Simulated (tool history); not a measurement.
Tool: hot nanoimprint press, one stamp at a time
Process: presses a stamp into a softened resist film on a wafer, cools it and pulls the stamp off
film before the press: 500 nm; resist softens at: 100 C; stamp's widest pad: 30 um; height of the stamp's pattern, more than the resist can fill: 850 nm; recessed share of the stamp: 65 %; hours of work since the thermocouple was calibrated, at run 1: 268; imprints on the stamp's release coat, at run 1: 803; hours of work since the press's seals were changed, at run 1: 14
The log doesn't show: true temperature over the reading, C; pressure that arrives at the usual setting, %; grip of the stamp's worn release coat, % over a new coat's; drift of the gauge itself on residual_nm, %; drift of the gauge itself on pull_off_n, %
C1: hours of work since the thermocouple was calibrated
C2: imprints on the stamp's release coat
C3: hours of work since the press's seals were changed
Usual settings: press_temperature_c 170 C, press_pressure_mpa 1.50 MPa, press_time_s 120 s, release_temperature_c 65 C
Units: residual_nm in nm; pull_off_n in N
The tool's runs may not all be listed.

run 1 hour=0.0 | press_temperature_c=170 press_pressure_mpa=1.50 press_time_s=120 release_temperature_c=65 | C1=268 C2=803 C3=14 | residual_nm=243.1 pull_off_n=140
run 2 hour=15.9 | press_temperature_c=170 press_pressure_mpa=1.50 press_time_s=120 release_temperature_c=65 | C1=278 C2=875 C3=25 | residual_nm=243.2 pull_off_n=146
run 3 hour=32.8 | press_temperature_c=170 press_pressure_mpa=1.50 press_time_s=120 release_temperature_c=65 | C1=290 C2=952 C3=36 | residual_nm=244.6 pull_off_n=144
run 4 hour=47.8 | press_temperature_c=170 press_pressure_mpa=1.50 press_time_s=120 release_temperature_c=65 | C1=299 C2=1020 C3=46 | residual_nm=242.2 pull_off_n=141
run 5 hour=62.5 | press_temperature_c=170 press_pressure_mpa=1.50 press_time_s=120 release_temperature_c=65 | C1=309 C2=1087 C3=56 | residual_nm=241.8 pull_off_n=139
run 6 hour=75.4 | press_temperature_c=170 press_pressure_mpa=1.50 press_time_s=120 release_temperature_c=65 | C1=318 C2=1145 C3=64 | residual_nm=241.5 pull_off_n=145
run 7 hour=91.9 | press_temperature_c=170 press_pressure_mpa=1.50 press_time_s=184 release_temperature_c=65 | C1=328 C2=1220 C3=75 | residual_nm=206.5 pull_off_n=150
run 8 hour=107.0 | press_temperature_c=170 press_pressure_mpa=1.50 press_time_s=184 release_temperature_c=65 | C1=338 C2=1288 C3=85 | residual_nm=204.5 pull_off_n=143
run 9 hour=123.8 | press_temperature_c=170 press_pressure_mpa=1.50 press_time_s=184 release_temperature_c=65 | C1=349 C2=1364 C3=96 | residual_nm=205.0 pull_off_n=139
run 10 hour=133.4 | press_temperature_c=170 press_pressure_mpa=0.97 press_time_s=120 release_temperature_c=65 | C1=356 C2=1408 C3=102 | residual_nm=286.8 pull_off_n=140
run 11 hour=144.6 | press_temperature_c=170 press_pressure_mpa=0.97 press_time_s=120 release_temperature_c=65 | C1=363 C2=1459 C3=110 | residual_nm=287.6 pull_off_n=145
-- hour=155.5 plate thermocouple calibrated
run 12 hour=159.7 | press_temperature_c=161 press_pressure_mpa=1.50 press_time_s=120 release_temperature_c=65 | C1=3 C2=1514 C3=118 | residual_nm=320.2 pull_off_n=142
run 13 hour=178.7 | press_temperature_c=161 press_pressure_mpa=1.50 press_time_s=120 release_temperature_c=65 | C1=15 C2=1600 C3=130 | residual_nm=317.7 pull_off_n=144
run 14 hour=195.6 | press_temperature_c=169 press_pressure_mpa=1.50 press_time_s=130 release_temperature_c=65 | C1=26 C2=1677 C3=141 | residual_nm=242.2 pull_off_n=144
-- hour=206.8 stamp cleaned and given a new release coat
run 15 hour=211.8 | press_temperature_c=169 press_pressure_mpa=1.08 press_time_s=150 release_temperature_c=65 | C1=33 C2=23 C3=148 | residual_nm=263.3 pull_off_n=140
run 16 hour=222.8 | press_temperature_c=169 press_pressure_mpa=1.08 press_time_s=142 release_temperature_c=65 | C1=40 C2=72 C3=155 | residual_nm=270.7 pull_off_n=142
run 17 hour=236.0 | press_temperature_c=169 press_pressure_mpa=1.93 press_time_s=82 release_temperature_c=63 | C1=49 C2=133 C3=164 | residual_nm=257.9 pull_off_n=154
run 18 hour=251.6 | press_temperature_c=169 press_pressure_mpa=0.90 press_time_s=82 release_temperature_c=63 | C1=59 C2=203 C3=174 | residual_nm=337.4 pull_off_n=155
run 19 hour=260.8 | press_temperature_c=170 press_pressure_mpa=1.53 press_time_s=129 release_temperature_c=61 | C1=65 C2=245 C3=180 | residual_nm=235.1 pull_off_n=154
run 20 hour=272.7 | press_temperature_c=180 press_pressure_mpa=1.53 press_time_s=129 release_temperature_c=70 | C1=73 C2=299 C3=188 | residual_nm=171.5 pull_off_n=126
run 21 hour=280.8 | press_temperature_c=170 press_pressure_mpa=1.72 press_time_s=120 release_temperature_c=59 | C1=79 C2=336 C3=193 | residual_nm=227.3 pull_off_n=170
run 22 hour=292.7 | press_temperature_c=170 press_pressure_mpa=1.72 press_time_s=120 release_temperature_c=59 | C1=86 C2=390 C3=201 | residual_nm=230.1 pull_off_n=167
run 23 hour=307.7 | press_temperature_c=163 press_pressure_mpa=2.27 press_time_s=83 release_temperature_c=61 | C1=96 C2=458 C3=211 | residual_nm=295.4 pull_off_n=158
run 24 hour=323.8 | press_temperature_c=163 press_pressure_mpa=2.27 press_time_s=61 release_temperature_c=58 | C1=107 C2=531 C3=222 | residual_nm=320.3 pull_off_n=171
run 25 hour=333.0 | press_temperature_c=168 press_pressure_mpa=2.27 press_time_s=108 release_temperature_c=58 | C1=113 C2=572 C3=228 | residual_nm=226.3 pull_off_n=167

Forecast each of these 4 alternatives for the next run:
run A hour=351.9 | press_temperature_c=168 press_pressure_mpa=1.01 press_time_s=75 release_temperature_c=58 | C1=125 C2=658 C3=240 | residual_nm=? pull_off_n=?
run B hour=351.9 | press_temperature_c=166 press_pressure_mpa=1.58 press_time_s=79 release_temperature_c=58 | C1=125 C2=658 C3=240 | residual_nm=? pull_off_n=?
run C hour=351.9 | press_temperature_c=168 press_pressure_mpa=2.27 press_time_s=108 release_temperature_c=56 | C1=125 C2=658 C3=240 | residual_nm=? pull_off_n=?
run D hour=351.9 | press_temperature_c=162 press_pressure_mpa=1.50 press_time_s=120 release_temperature_c=65 | C1=125 C2=658 C3=240 | residual_nm=? pull_off_n=?

run=A residual_nm=343.1 pull_off_n=174
run=B residual_nm=308.8 pull_off_n=168
run=C residual_nm=225.8 pull_off_n=174
run=D residual_nm=309.9 pull_off_n=147
Without the tool's hidden state the same runs would have given:
run=A residual_nm=343.1 pull_off_n=173
run=B residual_nm=308.8 pull_off_n=168
run=C residual_nm=225.7 pull_off_n=174
run=D residual_nm=309.9 pull_off_n=147
